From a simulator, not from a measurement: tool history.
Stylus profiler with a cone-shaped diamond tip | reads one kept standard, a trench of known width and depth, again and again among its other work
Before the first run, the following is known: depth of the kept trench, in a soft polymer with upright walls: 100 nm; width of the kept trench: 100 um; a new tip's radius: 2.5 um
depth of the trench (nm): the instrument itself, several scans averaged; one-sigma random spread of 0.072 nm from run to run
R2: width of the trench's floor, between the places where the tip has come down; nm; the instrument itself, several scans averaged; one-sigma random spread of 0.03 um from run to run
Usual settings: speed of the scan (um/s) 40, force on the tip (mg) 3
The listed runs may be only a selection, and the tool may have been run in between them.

{"run": 1, "day": 0.0, "speed of the scan (um/s)": 40, "force on the tip (mg)": 3, "depth of the trench (nm)": 101.57, "R2": 98400}
{"run": 2, "day": 3.171, "speed of the scan (um/s)": 40, "force on the tip (mg)": 1.15, "depth of the trench (nm)": 100.79, "R2": 98360}
{"run": 3, "day": 5.912, "speed of the scan (um/s)": 40, "force on the tip (mg)": 3, "depth of the trench (nm)": 101.52, "R2": 98440}
{"run": 4, "day": 7.867, "speed of the scan (um/s)": 40, "force on the tip (mg)": 3, "depth of the trench (nm)": 101.6, "R2": 98450}
{"run": 5, "day": 9.775, "speed of the scan (um/s)": 40, "force on the tip (mg)": 3, "depth of the trench (nm)": 101.48, "R2": 98390}
{"run": 6, "day": 13.388, "speed of the scan (um/s)": 17, "force on the tip (mg)": 4.05, "depth of the trench (nm)": 101.8, "R2": 98470}
{"run": 7, "day": 17.65, "speed of the scan (um/s)": 14, "force on the tip (mg)": 5.37, "depth of the trench (nm)": 102.1, "R2": 98500}
{"run": 8, "day": 19.729, "speed of the scan (um/s)": 27, "force on the tip (mg)": 4, "depth of the trench (nm)": 101.68, "R2": 98450}
{"run": 9, "day": 22.058, "speed of the scan (um/s)": 40, "force on the tip (mg)": 1.17, "depth of the trench (nm)": 100.61, "R2": 98330}
{"run": 10, "day": 26.454, "speed of the scan (um/s)": 145, "force on the tip (mg)": 2.27, "depth of the trench (nm)": 100.97, "R2": 97850}

Removed from this log: 1 entry logged between the listed runs. Between which two listed runs does each belong, and how does the tool's hidden state at the listed run before it compare with that at the listed run after it?
Runs 6 to 7: height scale calibrated on a step standard (day 13.638)
  radius of the tip, um: 2.65 -> 2.67; height scale over the true one, %: -0.123 -> -0.205
  measured result minus the result with no hidden state, depth of the trench (nm): -0.13 -> -0.21; R2: -40 -> -40 nm
